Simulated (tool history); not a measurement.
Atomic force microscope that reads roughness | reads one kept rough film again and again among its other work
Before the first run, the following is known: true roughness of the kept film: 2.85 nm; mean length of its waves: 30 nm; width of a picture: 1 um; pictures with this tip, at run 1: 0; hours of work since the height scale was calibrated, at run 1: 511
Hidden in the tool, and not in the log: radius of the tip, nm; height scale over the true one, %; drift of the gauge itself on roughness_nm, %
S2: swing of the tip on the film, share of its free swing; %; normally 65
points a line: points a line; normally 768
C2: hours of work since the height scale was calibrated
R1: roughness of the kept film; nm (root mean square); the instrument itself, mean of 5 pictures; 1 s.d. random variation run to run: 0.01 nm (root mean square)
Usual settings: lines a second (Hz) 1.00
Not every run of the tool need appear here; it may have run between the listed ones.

Run 1, day 0.000: usual settings; pictures with this tip 0; C2 511. Result: R1 2.444 nm (root mean square).
Run 2, day 0.900: usual settings but points a line 747; pictures with this tip 35; C2 527. Result: R1 2.269 nm (root mean square).
Run 3, day 1.558: usual settings but points a line 747; pictures with this tip 61; C2 538. Result: R1 2.157 nm (root mean square).
Run 4, day 2.233: usual settings; pictures with this tip 88; C2 550. Result: R1 2.052 nm (root mean square).
Run 5, day 2.621: usual settings but lines a second (Hz) 2.06; pictures with this tip 103; C2 557. Result: R1 1.908 nm (root mean square).
At day 2.975: new tip fitted.
Run 6, day 3.017: usual settings; pictures with this tip 2; C2 564. Result: R1 2.417 nm (root mean square).
Run 7, day 3.867: usual settings; pictures with this tip 36; C2 578. Result: R1 2.269 nm (root mean square).
Run 8, day 4.404: usual settings; pictures with this tip 57; C2 588. Result: R1 2.176 nm (root mean square).
Run 9, day 4.788: usual settings; pictures with this tip 72; C2 594. Result: R1 2.128 nm (root mean square).
Run 10, day 5.246: usual settings; pictures with this tip 90; C2 602. Result: R1 2.058 nm (root mean square).
At day 5.938: new tip fitted.
Run 11, day 6.167: usual settings but lines a second (Hz) 1.57; pictures with this tip 9; C2 618. Result: R1 2.325 nm (root mean square).
Run 12, day 6.833: usual settings but S2 71 %; pictures with this tip 36; C2 630. Result: R1 2.221 nm (root mean square).
Run 13, day 7.512: usual settings but S2 63 %; pictures with this tip 63; C2 642. Result: R1 2.160 nm (root mean square).
Run 14, day 8.088: usual settings but S2 63 %; pictures with this tip 85; C2 652. Result: R1 2.058 nm (root mean square).
At day 8.912: new tip fitted.
Run 15, day 8.958: usual settings but S2 63 %; pictures with this tip 2; C2 667. Result: R1 2.417 nm (root mean square).
Run 16, day 9.492: usual settings but S2 63 %; pictures with this tip 23; C2 676. Result: R1 2.350 nm (root mean square).
Run 17, day 10.275: usual settings; pictures with this tip 54; C2 690. Result: R1 2.182 nm (root mean square).
Run 18, day 11.167: usual settings; pictures with this tip 89; C2 705. Result: R1 2.045 nm (root mean square).
Run 19, day 11.775: usual settings but points a line 690; pictures with this tip 113; C2 716. Result: R1 1.967 nm (root mean square).
At day 11.875: new tip fitted.
Run 20, day 12.350: usual settings but lines a second (Hz) 0.84; pictures with this tip 18; C2 725. Result: R1 2.379 nm (root mean square).
Run 21, day 12.871: usual settings but lines a second (Hz) 1.70; pictures with this tip 39; C2 734. Result: R1 2.192 nm (root mean square).
Run 22, day 13.712: usual settings but lines a second (Hz) 1.92; pictures with this tip 72; C2 749. Result: R1 2.029 nm (root mean square).
Run 23, day 14.412: usual settings; pictures with this tip 100; C2 761. Result: R1 2.001 nm (root mean square).
At day 14.875: new tip fitted.
Run 24, day 14.929: usual settings; pictures with this tip 2; C2 770. Result: R1 2.405 nm (root mean square).
Run 25, day 15.671: usual settings but lines a second (Hz) 1.49; pictures with this tip 32; C2 783. Result: R1 2.233 nm (root mean square).
Run 26, day 16.508: usual settings; pictures with this tip 65; C2 798. Result: R1 2.154 nm (root mean square).
Run 27, day 17.054: usual settings but S2 82 %, points a line 606; pictures with this tip 86; C2 807. Result: R1 1.964 nm (root mean square).
Run 28, day 17.433: usual settings but S2 82 %, points a line 606; pictures with this tip 101; C2 814. Result: R1 1.884 nm (root mean square).
At day 17.875: new tip fitted.
Run 29, day 18.333: usual settings but S2 82 %, points a line 606; pictures with this tip 18; C2 829. Result: R1 2.202 nm (root mean square).
Run 30, day 18.729: usual settings but S2 83 %, points a line 259; pictures with this tip 33; C2 836. Result: R1 2.103 nm (root mean square).
Run 31, day 19.542: usual settings but points a line 486; pictures with this tip 65; C2 850. Result: R1 2.129 nm (root mean square).
Run 32, day 19.958: usual settings but lines a second (Hz) 0.53, S2 78 %, points a line 411; pictures with this tip 82; C2 858. Result: R1 2.056 nm (root mean square).
Run 33, day 20.529: usual settings but lines a second (Hz) 0.53, S2 78 %, points a line 411; pictures with this tip 104; C2 867. Result: R1 1.966 nm (root mean square).
At day 20.896: new tip fitted.
Run 34, day 21.121: usual settings but S2 61 %, points a line 279; pictures with this tip 9; C2 877. Result: R1 2.366 nm (root mean square).
Run 35, day 21.550: usual settings but lines a second (Hz) 2.59; pictures with this tip 26; C2 885. Result: R1 2.140 nm (root mean square).
Run 36, day 22.446: usual settings but lines a second (Hz) 0.55, points a line 535; pictures with this tip 61; C2 901. Result: R1 2.177 nm (root mean square).
Run 37, day 23.321: usual settings but lines a second (Hz) 0.55, points a line 535; pictures with this tip 96; C2 916. Result: R1 2.035 nm (root mean square).
At day 23.854: new tip fitted.
Run 38, day 24.250: usual settings but lines a second (Hz) 0.55, points a line 535; pictures with this tip 15; C2 932. Result: R1 2.402 nm (root mean square).
Run 39, day 24.733: usual settings but lines a second (Hz) 0.55, points a line 535; pictures with this tip 34; C2 940. Result: R1 2.319 nm (root mean square).
Run 40, day 25.154: usual settings but lines a second (Hz) 2.95, points a line 277; pictures with this tip 51; C2 947. Result: R1 2.018 nm (root mean square).
Run 41, day 25.638: usual settings but S2 83 %; pictures with this tip 70; C2 956. Result: R1 1.996 nm (root mean square).
Run 42, day 26.129: usual settings but lines a second (Hz) 1.45, S2 63 %; pictures with this tip 89; C2 965. Result: R1 2.044 nm (root mean square).
At day 26.812: new tip fitted.
Run 43, day 26.812: usual settings but lines a second (Hz) 3.29, S2 63 %, points a line 390; pictures with this tip 0; C2 976. Result: R1 2.249 nm (root mean square).
Run 44, day 27.375: usual settings but lines a second (Hz) 3.29, S2 63 %, points a line 390; pictures with this tip 22; C2 986. Result: R1 2.157 nm (root mean square).
Run 45, day 28.033: usual settings but lines a second (Hz) 1.59, S2 62 %, points a line 324; pictures with this tip 48; C2 997. Result: R1 2.196 nm (root mean square).
Run 46, day 28.525: usual settings but lines a second (Hz) 1.59, S2 72 %, points a line 588; pictures with this tip 67; C2 1006. Result: R1 2.016 nm (root mean square).
Run 47, day 29.042: usual settings but lines a second (Hz) 3.05, S2 89 %, points a line 788; pictures with this tip 87; C2 1015. Result: R1 1.468 nm (root mean square).
Run 48, day 29.746: usual settings but lines a second (Hz) 3.05, S2 89 %, points a line 788; pictures with this tip 115; C2 1027. Result: R1 1.385 nm (root mean square).
At day 29.850: new tip fitted.
Run 49, day 30.679: usual settings but lines a second (Hz) 1.26; pictures with this tip 33; C2 1043. Result: R1 2.257 nm (root mean square).
Run 50, day 31.162: usual settings but lines a second (Hz) 1.26; pictures with this tip 52; C2 1052. Result: R1 2.168 nm (root mean square).
Run 51, day 31.888: usual settings but lines a second (Hz) 0.60, S2 66 %, points a line 552; pictures with this tip 81; C2 1064. Result: R1 2.122 nm (root mean square).

Each row is a separate what-if for the run after 51, all from the same tool condition, not one after another. Results?
Run A, day 32.429: usual settings but points a line 380; pictures with this tip 102; C2 1074. Result: R1 ?.
Run B, day 32.429: usual settings but points a line 370; pictures with this tip 102; C2 1074. Result: R1 ?.
Run C, day 32.429: usual settings but lines a second (Hz) 3.01, S2 60 %, points a line 513; pictures with this tip 102; C2 1074. Result: R1 ?.

run     R1
  A  2.009
  B  1.980
  C  1.906
Stripped of hidden state, with their random variation kept, the same runs would have yielded:
run     R1
  A  2.426
  B  2.391
  C  2.302
